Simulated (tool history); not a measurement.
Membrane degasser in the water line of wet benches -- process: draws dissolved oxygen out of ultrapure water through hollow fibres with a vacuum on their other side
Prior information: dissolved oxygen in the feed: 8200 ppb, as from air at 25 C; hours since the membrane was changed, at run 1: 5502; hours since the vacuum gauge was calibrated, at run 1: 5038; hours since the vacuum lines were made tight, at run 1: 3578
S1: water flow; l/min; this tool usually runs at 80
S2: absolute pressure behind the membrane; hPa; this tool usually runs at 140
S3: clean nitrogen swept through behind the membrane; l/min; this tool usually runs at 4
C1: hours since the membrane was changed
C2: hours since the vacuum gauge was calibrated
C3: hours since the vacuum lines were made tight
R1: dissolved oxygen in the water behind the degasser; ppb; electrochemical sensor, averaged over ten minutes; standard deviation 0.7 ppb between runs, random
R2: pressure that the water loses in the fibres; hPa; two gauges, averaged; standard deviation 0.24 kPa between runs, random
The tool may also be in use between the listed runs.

{"run": 1, "hour": 0.0, "S1": 80, "S2": 140, "S3": 4, "C1": 5502, "C2": 5038, "C3": 3578, "R1": 469.1, "R2": 620.6}
{"run": 2, "hour": 165.1, "S1": 80, "S2": 140, "S3": 4, "C1": 5667, "C2": 5203, "C3": 3743, "R1": 470.5, "R2": 618.4}
{"run": 3, "hour": 344.5, "S1": 73, "S2": 140, "S3": 4, "C1": 5847, "C2": 5382, "C3": 3922, "R1": 433.2, "R2": 564.4}
{"run": 4, "hour": 532.9, "S1": 80, "S2": 140, "S3": 4, "C1": 6035, "C2": 5571, "C3": 4111, "R1": 469.6, "R2": 621}
{"run": 5, "hour": 800.3, "S1": 80, "S2": 140, "S3": 4, "C1": 6302, "C2": 5838, "C3": 4378, "R1": 470.1, "R2": 620.6}
{"run": 6, "hour": 1078.9, "S1": 80, "S2": 137, "S3": 4, "C1": 6581, "C2": 6117, "C3": 4657, "R1": 457.1, "R2": 620.8}
{"run": 7, "hour": 1195.4, "S1": 95, "S2": 137, "S3": 4, "C1": 6698, "C2": 6233, "C3": 4773, "R1": 531.7, "R2": 740.8}
{"run": 8, "hour": 1403.4, "S1": 80, "S2": 140, "S3": 4, "C1": 6905, "C2": 6441, "C3": 4981, "R1": 469.6, "R2": 622.9}
{"run": 9, "hour": 1583.7, "S1": 80, "S2": 140, "S3": 4, "C1": 7086, "C2": 6622, "C3": 5162, "R1": 470.6, "R2": 625.6}
{"run": 10, "hour": 1802.9, "S1": 80, "S2": 140, "S3": 3.99, "C1": 7305, "C2": 6841, "C3": 5381, "R1": 472.4, "R2": 628.1}
{"run": 11, "hour": 1963.6, "S1": 85, "S2": 116, "S3": 3.73, "C1": 7466, "C2": 7001, "C3": 5542, "R1": 417, "R2": 661}
{"run": 12, "hour": 2208.6, "S1": 98, "S2": 112, "S3": 5.82, "C1": 7711, "C2": 7246, "C3": 5787, "R1": 316.2, "R2": 763.4}
{"run": 13, "hour": 2397.9, "S1": 118, "S2": 140, "S3": 4, "C1": 7900, "C2": 7436, "C3": 5976, "R1": 658.2, "R2": 924.8}
{"run": 14, "hour": 2666.9, "S1": 97, "S2": 187, "S3": 2.37, "C1": 8169, "C2": 7705, "C3": 6245, "R1": 1143.9, "R2": 755.8}
{"run": 15, "hour": 2943.1, "S1": 97, "S2": 187, "S3": 2.37, "C1": 8445, "C2": 7981, "C3": 6521, "R1": 1143.4, "R2": 761.5}
{"hour": 2997.5, "done": "vacuum gauge calibrated"}
{"run": 16, "hour": 3073.7, "S1": 97, "S2": 187, "S3": 2.37, "C1": 8575, "C2": 76, "C3": 6651, "R1": 1137.3, "R2": 759.3}
{"run": 17, "hour": 3256.7, "S1": 97, "S2": 187, "S3": 2.37, "C1": 8758, "C2": 259, "C3": 6834, "R1": 1139.8, "R2": 757.2}
{"run": 18, "hour": 3410.9, "S1": 65, "S2": 149, "S3": 2.69, "C1": 8912, "C2": 413, "C3": 6988, "R1": 586.8, "R2": 509.9}

Consider 4 possible next runs. They are alternatives, not a sequence: every one starts from the tool as it was left by run 18. What does each give?
{"run": "A", "hour": 3568.1, "S1": 67, "S2": 85, "S3": 11.37, "C1": 9070, "C2": 571, "C3": 7146, "R1": "?", "R2": "?"}
{"run": "B", "hour": 3568.1, "S1": 57, "S2": 268, "S3": 10.76, "C1": 9070, "C2": 571, "C3": 7146, "R1": "?", "R2": "?"}
{"run": "C", "hour": 3568.1, "S1": 80, "S2": 140, "S3": 4.97, "C1": 9070, "C2": 571, "C3": 7146, "R1": "?", "R2": "?"}
{"run": "D", "hour": 3568.1, "S1": 65, "S2": 149, "S3": 9.31, "C1": 9070, "C2": 571, "C3": 7146, "R1": "?", "R2": "?"}

run=A R1=83.5 R2=522.1
run=B R1=300.5 R2=444.4
run=C R1=391.8 R2=627.2
run=D R1=200.1 R2=505.2
What these runs would have given with no unlogged condition in the tool:
run=A R1=81.7 R2=508.5
run=B R1=298.3 R2=432.8
run=C R1=388.8 R2=610.9
run=D R1=198 R2=492

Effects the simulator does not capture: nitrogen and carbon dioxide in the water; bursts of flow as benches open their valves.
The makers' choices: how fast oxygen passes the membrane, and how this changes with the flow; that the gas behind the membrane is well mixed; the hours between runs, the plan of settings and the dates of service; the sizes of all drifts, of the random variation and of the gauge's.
